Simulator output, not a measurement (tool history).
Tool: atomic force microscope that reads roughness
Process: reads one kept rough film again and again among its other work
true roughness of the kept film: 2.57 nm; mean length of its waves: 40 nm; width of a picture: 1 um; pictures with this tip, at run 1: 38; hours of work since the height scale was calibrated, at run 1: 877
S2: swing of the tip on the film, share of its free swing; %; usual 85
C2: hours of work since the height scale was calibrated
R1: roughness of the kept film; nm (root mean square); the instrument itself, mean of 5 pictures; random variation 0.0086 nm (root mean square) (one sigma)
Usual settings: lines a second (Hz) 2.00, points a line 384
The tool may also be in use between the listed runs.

Run 1, day 0.000: usual settings; pictures with this tip 38; C2 877. Result: R1 1.876 nm (root mean square).
Run 2, day 2.929: usual settings but S2 72 %; pictures with this tip 157; C2 926. Result: R1 2.023 nm (root mean square).
At day 5.238: new tip fitted.
Run 3, day 6.046: usual settings but lines a second (Hz) 0.70; pictures with this tip 33; C2 979. Result: R1 2.198 nm (root mean square).
Run 4, day 7.854: usual settings but S2 59 %; pictures with this tip 106; C2 1009. Result: R1 2.197 nm (root mean square).
Run 5, day 9.192: usual settings; pictures with this tip 161; C2 1031. Result: R1 1.810 nm (root mean square).
At day 11.371: new tip fitted.
Run 6, day 12.175: usual settings but lines a second (Hz) 2.39; pictures with this tip 33; C2 1081. Result: R1 1.812 nm (root mean square).
Run 7, day 14.021: usual settings but lines a second (Hz) 2.39; pictures with this tip 108; C2 1112. Result: R1 1.780 nm (root mean square).
Run 8, day 15.625: usual settings but lines a second (Hz) 0.89, points a line 514; pictures with this tip 173; C2 1139. Result: R1 2.035 nm (root mean square).
Run 9, day 17.400: usual settings but lines a second (Hz) 0.88, points a line 552; pictures with this tip 245; C2 1169. Result: R1 1.989 nm (root mean square).
At day 17.708: new tip fitted.
Run 10, day 19.108: usual settings but lines a second (Hz) 0.88, points a line 552; pictures with this tip 57; C2 1198. Result: R1 2.130 nm (root mean square).
Run 11, day 21.433: usual settings but S2 67 %; pictures with this tip 151; C2 1237. Result: R1 2.094 nm (root mean square).
At day 24.062: new tip fitted.
Run 12, day 24.096: usual settings but lines a second (Hz) 0.67, S2 67 %; pictures with this tip 2; C2 1281. Result: R1 2.355 nm (root mean square).

Forecast each of these 5 alternatives for the next run:
Run A, day 25.512: usual settings but lines a second (Hz) 3.45, S2 67 %, points a line 423; pictures with this tip 59; C2 1305. Result: R1 ?.
Run B, day 25.512: usual settings but lines a second (Hz) 2.29, S2 67 %, points a line 701; pictures with this tip 59; C2 1305. Result: R1 ?.
Run C, day 25.512: usual settings but lines a second (Hz) 0.60, S2 83 %, points a line 938; pictures with this tip 59; C2 1305. Result: R1 ?.
Run D, day 25.512: usual settings but S2 77 %; pictures with this tip 59; C2 1305. Result: R1 ?.
Run E, day 25.512: usual settings but lines a second (Hz) 3.01, S2 61 %, points a line 256; pictures with this tip 59; C2 1305. Result: R1 ?.

run     R1
  A  2.037
  B  2.144
  C  2.225
  D  2.011
  E  2.136
Without the tool's hidden state the same runs would have given:
run     R1
  A  2.055
  B  2.162
  C  2.244
  D  2.028
  E  2.154

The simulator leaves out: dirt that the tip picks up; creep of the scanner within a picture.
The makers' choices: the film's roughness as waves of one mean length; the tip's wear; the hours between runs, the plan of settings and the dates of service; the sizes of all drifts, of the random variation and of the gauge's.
